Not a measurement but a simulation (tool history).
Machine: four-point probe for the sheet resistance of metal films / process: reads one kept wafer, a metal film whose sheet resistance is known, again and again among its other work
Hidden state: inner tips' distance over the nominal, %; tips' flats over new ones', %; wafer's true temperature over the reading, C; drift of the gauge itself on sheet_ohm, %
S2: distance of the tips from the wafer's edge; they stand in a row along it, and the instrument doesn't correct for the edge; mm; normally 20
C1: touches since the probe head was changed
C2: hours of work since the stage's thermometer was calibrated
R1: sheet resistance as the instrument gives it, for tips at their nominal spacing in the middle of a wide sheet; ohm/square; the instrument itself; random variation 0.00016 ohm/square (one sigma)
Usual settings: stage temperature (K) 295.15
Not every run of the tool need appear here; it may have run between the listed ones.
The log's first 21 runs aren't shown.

Run 22, hour 1092.3: usual settings but stage temperature (K) 291.15, S2 13 mm; C1 127511; C2 1172. Result: R1 0.793677 ohm/square.
Run 23, hour 1144.9: usual settings but S2 5 mm; C1 129528; C2 1196. Result: R1 0.808117 ohm/square.
At hour 1148.7: stage's thermometer calibrated.
Run 24, hour 1187.2: usual settings but S2 5 mm; C1 131133; C2 17. Result: R1 0.808296 ohm/square.
Run 25, hour 1213.9: usual settings but S2 5 mm; C1 132161; C2 29. Result: R1 0.808284 ohm/square.
Run 26, hour 1271.2: usual settings but S2 5 mm; C1 134361; C2 55. Result: R1 0.808189 ohm/square.
At hour 1318.3: stage's thermometer calibrated, once more.
Run 27, hour 1318.3: usual settings but S2 5 mm; C1 136148; C2 0. Result: R1 0.807954 ohm/square.
Run 28, hour 1378.4: usual settings but stage temperature (K) 296.15, S2 27 mm; C1 138459; C2 27. Result: R1 0.791473 ohm/square.
Run 29, hour 1413.9: usual settings but stage temperature (K) 292.15, S2 62 mm; C1 139820; C2 43. Result: R1 0.790766 ohm/square.
Run 30, hour 1461.8: usual settings but stage temperature (K) 292.15, S2 62 mm; C1 141658; C2 64. Result: R1 0.790597 ohm/square.
Run 31, hour 1525.8: usual settings but stage temperature (K) 300.15, S2 14 mm; C1 144116; C2 92. Result: R1 0.792874 ohm/square.
Run 32, hour 1558.3: usual settings but stage temperature (K) 291.15, S2 11 mm; C1 145366; C2 107. Result: R1 0.794217 ohm/square.
Run 33, hour 1596.6: usual settings but stage temperature (K) 291.15, S2 11 mm; C1 146837; C2 124. Result: R1 0.794027 ohm/square.
Run 34, hour 1649.7: usual settings but stage temperature (K) 291.15, S2 6 mm; C1 148873; C2 148. Result: R1 0.802322 ohm/square.

Below are 3 alternative next runs, each starting from the tool's condition after run 34. Predict each:
Run A, hour 1709.6: usual settings but stage temperature (K) 293.15, S2 71 mm; C1 151176; C2 174. Result: R1 ?.
Run B, hour 1709.6: usual settings but stage temperature (K) 292.15, S2 57 mm; C1 151176; C2 174. Result: R1 ?.
Run C, hour 1709.6: usual settings but stage temperature (K) 301.15, S2 61 mm; C1 151176; C2 174. Result: R1 ?.

run        R1
  A  0.790341
  B  0.790305
  C  0.790881
What these runs would have given with no unlogged condition in the tool:
run        R1
  A  0.794407
  B  0.794371
  C  0.794955
